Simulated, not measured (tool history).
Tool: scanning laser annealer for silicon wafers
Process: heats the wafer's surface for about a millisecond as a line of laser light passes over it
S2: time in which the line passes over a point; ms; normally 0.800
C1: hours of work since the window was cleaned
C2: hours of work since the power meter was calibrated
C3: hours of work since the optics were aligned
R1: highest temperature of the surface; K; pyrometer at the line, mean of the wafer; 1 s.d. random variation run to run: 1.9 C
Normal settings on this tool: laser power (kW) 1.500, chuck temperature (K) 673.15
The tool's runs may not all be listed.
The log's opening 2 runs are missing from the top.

{"run": 3, "hour": 51.1, "laser power (kW)": 1.5, "S2": 0.8, "chuck temperature (K)": 649.15, "C1": 247, "C2": 432, "C3": 1044, "R1": 1419.15}
{"run": 4, "hour": 67.7, "laser power (kW)": 1.5, "S2": 0.8, "chuck temperature (K)": 656.15, "C1": 257, "C2": 443, "C3": 1054, "R1": 1429.15}
{"run": 5, "hour": 94.0, "laser power (kW)": 1.5, "S2": 0.8, "chuck temperature (K)": 673.15, "C1": 274, "C2": 460, "C3": 1072, "R1": 1443.15}
{"run": 6, "hour": 114.5, "laser power (kW)": 1.5, "S2": 0.8, "chuck temperature (K)": 673.15, "C1": 288, "C2": 473, "C3": 1085, "R1": 1443.15}
{"run": 7, "hour": 140.1, "laser power (kW)": 1.5, "S2": 0.8, "chuck temperature (K)": 673.15, "C1": 304, "C2": 490, "C3": 1102, "R1": 1442.15}
{"run": 8, "hour": 166.5, "laser power (kW)": 1.5, "S2": 0.8, "chuck temperature (K)": 673.15, "C1": 322, "C2": 507, "C3": 1119, "R1": 1446.15}
{"run": 9, "hour": 187.1, "laser power (kW)": 1.5, "S2": 0.646, "chuck temperature (K)": 673.15, "C1": 335, "C2": 521, "C3": 1132, "R1": 1372.15}
{"run": 10, "hour": 215.4, "laser power (kW)": 1.5, "S2": 0.646, "chuck temperature (K)": 673.15, "C1": 353, "C2": 539, "C3": 1151, "R1": 1372.15}
{"run": 11, "hour": 241.1, "laser power (kW)": 1.5, "S2": 0.831, "chuck temperature (K)": 673.15, "C1": 370, "C2": 556, "C3": 1167, "R1": 1452.15}
{"run": 12, "hour": 261.8, "laser power (kW)": 1.5, "S2": 0.8, "chuck temperature (K)": 693.15, "C1": 384, "C2": 569, "C3": 1181, "R1": 1459.15}
{"run": 13, "hour": 284.3, "laser power (kW)": 1.5, "S2": 0.8, "chuck temperature (K)": 693.15, "C1": 398, "C2": 584, "C3": 1195, "R1": 1455.15}
{"hour": 306.5, "done": "optics aligned, line set to its width"}
{"run": 14, "hour": 306.5, "laser power (kW)": 1.5, "S2": 0.8, "chuck temperature (K)": 693.15, "C1": 409, "C2": 595, "C3": 0, "R1": 1444.15}
{"run": 15, "hour": 334.4, "laser power (kW)": 1.5, "S2": 0.8, "chuck temperature (K)": 693.15, "C1": 428, "C2": 613, "C3": 18, "R1": 1443.15}
{"run": 16, "hour": 362.2, "laser power (kW)": 1.5, "S2": 0.8, "chuck temperature (K)": 673.15, "C1": 446, "C2": 631, "C3": 36, "R1": 1425.15}
{"run": 17, "hour": 380.8, "laser power (kW)": 1.5, "S2": 0.8, "chuck temperature (K)": 673.15, "C1": 458, "C2": 643, "C3": 48, "R1": 1426.15}
{"run": 18, "hour": 401.0, "laser power (kW)": 1.5, "S2": 0.8, "chuck temperature (K)": 673.15, "C1": 471, "C2": 656, "C3": 62, "R1": 1423.15}
{"run": 19, "hour": 416.1, "laser power (kW)": 1.5, "S2": 0.8, "chuck temperature (K)": 673.15, "C1": 481, "C2": 666, "C3": 71, "R1": 1421.15}
{"hour": 437.2, "done": "optics aligned, line set to its width, once more"}
{"run": 20, "hour": 447.9, "laser power (kW)": 1.5, "S2": 0.959, "chuck temperature (K)": 673.15, "C1": 498, "C2": 684, "C3": 7, "R1": 1505.15}

Run 21 comes next. What will it give?
{"run": 21, "hour": 474.1, "laser power (kW)": 1.5, "S2": 0.959, "chuck temperature (K)": 673.15, "C1": 515, "C2": 701, "C3": 24, "R1": "?"}

Run 21 yielded R1 1505.15 K.
The same run, on a tool lacking any hidden state, would have yielded R1 1541.15 K.
